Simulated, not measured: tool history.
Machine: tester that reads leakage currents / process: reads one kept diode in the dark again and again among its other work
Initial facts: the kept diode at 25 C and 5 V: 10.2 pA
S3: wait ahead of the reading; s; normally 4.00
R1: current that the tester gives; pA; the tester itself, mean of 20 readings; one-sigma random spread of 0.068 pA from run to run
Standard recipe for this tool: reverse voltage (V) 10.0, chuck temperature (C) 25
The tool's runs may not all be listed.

run 1 hour=0.0 | reverse_voltage_(V)=10.0 chuck_temperature_(C)=25 S3=4.00 | R1=15.22
run 2 hour=20.4 | reverse_voltage_(V)=10.0 chuck_temperature_(C)=25 S3=0.92 | R1=16.16
run 3 hour=35.9 | reverse_voltage_(V)=10.0 chuck_temperature_(C)=25 S3=0.92 | R1=16.36
run 4 hour=70.4 | reverse_voltage_(V)=10.0 chuck_temperature_(C)=25 S3=4.00 | R1=15.36
run 5 hour=92.9 | reverse_voltage_(V)=10.0 chuck_temperature_(C)=25 S3=4.00 | R1=15.25
run 6 hour=122.7 | reverse_voltage_(V)=10.0 chuck_temperature_(C)=25 S3=4.00 | R1=15.24
run 7 hour=156.5 | reverse_voltage_(V)=10.0 chuck_temperature_(C)=50 S3=4.00 | R1=130.82
run 8 hour=185.8 | reverse_voltage_(V)=10.0 chuck_temperature_(C)=25 S3=4.00 | R1=15.36
run 9 hour=204.0 | reverse_voltage_(V)=10.0 chuck_temperature_(C)=25 S3=4.00 | R1=15.31
run 10 hour=224.9 | reverse_voltage_(V)=10.0 chuck_temperature_(C)=25 S3=4.00 | R1=15.27
run 11 hour=241.2 | reverse_voltage_(V)=10.0 chuck_temperature_(C)=25 S3=4.00 | R1=15.28
run 12 hour=258.9 | reverse_voltage_(V)=1.7 chuck_temperature_(C)=25 S3=4.00 | R1=5.76
run 13 hour=291.8 | reverse_voltage_(V)=10.0 chuck_temperature_(C)=25 S3=0.33 | R1=18.72
run 14 hour=312.0 | reverse_voltage_(V)=1.5 chuck_temperature_(C)=25 S3=4.00 | R1=5.27
run 15 hour=332.6 | reverse_voltage_(V)=1.5 chuck_temperature_(C)=25 S3=4.00 | R1=5.46
run 16 hour=348.2 | reverse_voltage_(V)=1.1 chuck_temperature_(C)=25 S3=0.44 | R1=4.80
run 17 hour=383.9 | reverse_voltage_(V)=1.2 chuck_temperature_(C)=24 S3=6.51 | R1=4.39
run 18 hour=399.2 | reverse_voltage_(V)=14.5 chuck_temperature_(C)=20 S3=7.89 | R1=11.70
run 19 hour=426.0 | reverse_voltage_(V)=17.4 chuck_temperature_(C)=54 S3=1.21 | R1=244.33
run 20 hour=461.0 | reverse_voltage_(V)=11.9 chuck_temperature_(C)=25 S3=0.69 | R1=18.51
run 21 hour=483.1 | reverse_voltage_(V)=1.3 chuck_temperature_(C)=30 S3=4.31 | R1=7.98
run 22 hour=499.2 | reverse_voltage_(V)=1.1 chuck_temperature_(C)=30 S3=5.50 | R1=7.22
run 23 hour=521.7 | reverse_voltage_(V)=10.0 chuck_temperature_(C)=26 S3=0.48 | R1=19.02
run 24 hour=538.6 | reverse_voltage_(V)=2.7 chuck_temperature_(C)=39 S3=3.02 | R1=25.90
run 25 hour=575.4 | reverse_voltage_(V)=10.0 chuck_temperature_(C)=38 S3=4.00 | R1=48.52
run 26 hour=602.3 | reverse_voltage_(V)=1.3 chuck_temperature_(C)=39 S3=2.14 | R1=17.64
run 27 hour=621.9 | reverse_voltage_(V)=10.0 chuck_temperature_(C)=45 S3=0.44 | R1=89.85
run 28 hour=644.2 | reverse_voltage_(V)=8.1 chuck_temperature_(C)=25 S3=5.05 | R1=13.57
run 29 hour=663.2 | reverse_voltage_(V)=18.4 chuck_temperature_(C)=50 S3=7.33 | R1=181.08

What if the next run were any one of these 4? Each begins from the tool's condition after run 29:
run A hour=697.2 | reverse_voltage_(V)=1.6 chuck_temperature_(C)=50 S3=7.33 | R1=?
run B hour=697.2 | reverse_voltage_(V)=12.2 chuck_temperature_(C)=22 S3=1.21 | R1=?
run C hour=697.2 | reverse_voltage_(V)=10.0 chuck_temperature_(C)=43 S3=0.46 | R1=?
run D hour=697.2 | reverse_voltage_(V)=1.3 chuck_temperature_(C)=25 S3=4.00 | R1=?

run=A R1=48.69
run=B R1=13.75
run=C R1=76.46
run=D R1=5.05
Take away the tool's hidden state, keep each run's random variation, and the runs would have read:
run=A R1=48.69
run=B R1=13.74
run=C R1=76.45
run=D R1=5.05

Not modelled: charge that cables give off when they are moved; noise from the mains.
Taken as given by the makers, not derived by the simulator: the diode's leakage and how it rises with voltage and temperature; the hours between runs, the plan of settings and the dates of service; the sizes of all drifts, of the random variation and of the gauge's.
